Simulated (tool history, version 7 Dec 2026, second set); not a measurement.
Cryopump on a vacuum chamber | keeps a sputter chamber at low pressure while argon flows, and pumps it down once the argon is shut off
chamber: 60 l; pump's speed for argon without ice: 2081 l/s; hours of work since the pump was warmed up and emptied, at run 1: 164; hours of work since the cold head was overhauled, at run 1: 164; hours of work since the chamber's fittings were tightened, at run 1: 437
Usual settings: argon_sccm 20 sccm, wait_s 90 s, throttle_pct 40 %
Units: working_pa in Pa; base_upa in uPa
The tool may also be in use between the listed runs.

run	hour	argon_sccm	wait_s	throttle_pct	hours of work since the pump was warmed up and emptied	hours of work since the cold head was overhauled	hours of work since the chamber's fittings were tightened	working_pa	base_upa
1	0	20	90	40	164	164	437	0.0418	1.14
2	34.2	20	90	40	181	181	455	0.0418	1.09
3	61.8	20	90	40	195	195	468	0.042	1.19
4	93.2	20	90	40	211	211	484	0.0427	1.15
5	126.4	20	90	40	228	228	501	0.0413	1.23
6	147.6	20	90	40	238	238	512	0.0415	1.24
7	173.8	20	90	55	252	252	525	0.031	1.2
8	207.5	20	90	55	269	269	542	0.0305	1.2
9	237.1	20	156	40	283	283	557	0.0424	1.02
10	266.4	20	156	40	298	298	572	0.0423	1
11	294.5	20	156	40	312	312	586	0.0431	1.02
12	326.9	20	90	40	329	329	602	0.0431	1.33
13	359.3	20	90	48	345	345	618	0.0357	1.32
14	391.7	20	90	48	361	361	635	0.0356	1.34
15	423.3	20	90	48	377	377	651	0.0359	1.38
16	458.5	20	90	48	395	395	668	0.0352	1.38
17	477.3	20	90	48	405	405	678	0.0355	1.35
18	513	16	90	40	423	423	696	0.0339	1.38
19	536	9	94	18	434	434	707	0.0416	1.35
20	564.4	13	28	40	448	448	722	0.0285	2.83
21	596	24	68	15	464	464	738	0.1323	1.65
22	628.4	24	68	15	481	481	754	0.1337	1.67
23	661.9	16	185	15	498	498	771	0.0895	1.15
24	681.3	17	185	56	507	507	781	0.027	1.23
25	709.4	11	237	56	521	521	795	0.0168	1.09
26	743.4	12	100	56	539	539	812	0.0192	1.49
27	770.4	25	35	16	552	552	825	0.1324	2.57
28	794.5	9	35	16	564	564	838	0.046	2.55
29	814.8	20	81	18	575	575	848	0.0929	1.62
30	830.5	10	90	40	582	582	856	0.0223	1.64
31	855.2	12	284	22	595	595	868	0.0457	1.21
32	879.2	20	90	27	607	607	880	0.0638	1.64
33	903.9	11	163	26	619	619	893	0.0377	1.38
34	927.6	11	163	26	631	631	905	0.037	1.38
35	959.2	10	100	40	647	647	921	0.022	1.63

Some steps in working_pa between neighbouring runs. How much of each would the tool show without its hidden state too (settings, what came in, random variation), and how much is left for the hidden state, with any gauge scatter that isn't in both results?
The hidden state here: pump's speed, % of a pump's without ice; cold plate's temperature, K; leak into the chamber, uPa l/s; drift of the gauge itself on working_pa, %; drift of the gauge itself on base_upa, %.
Run 20 -> 21: argon_sccm 13 -> 24, wait_s 28 -> 68, throttle_pct 40 -> 15. working_pa +0.1038 Pa: hidden state +0.0015, all else +0.1023.
Run 26 -> 27: argon_sccm 12 -> 25, wait_s 100 -> 35, throttle_pct 56 -> 16. working_pa +0.1132 Pa: hidden state +0.0022, all else +0.111.
Run 27 -> 28: argon_sccm 25 -> 9. working_pa -0.0864 Pa: hidden state -0.0027, all else -0.0837.
Run 28 -> 29: argon_sccm 9 -> 20, wait_s 35 -> 81, throttle_pct 16 -> 18. working_pa +0.0469 Pa: hidden state +0.002, all else +0.0449.
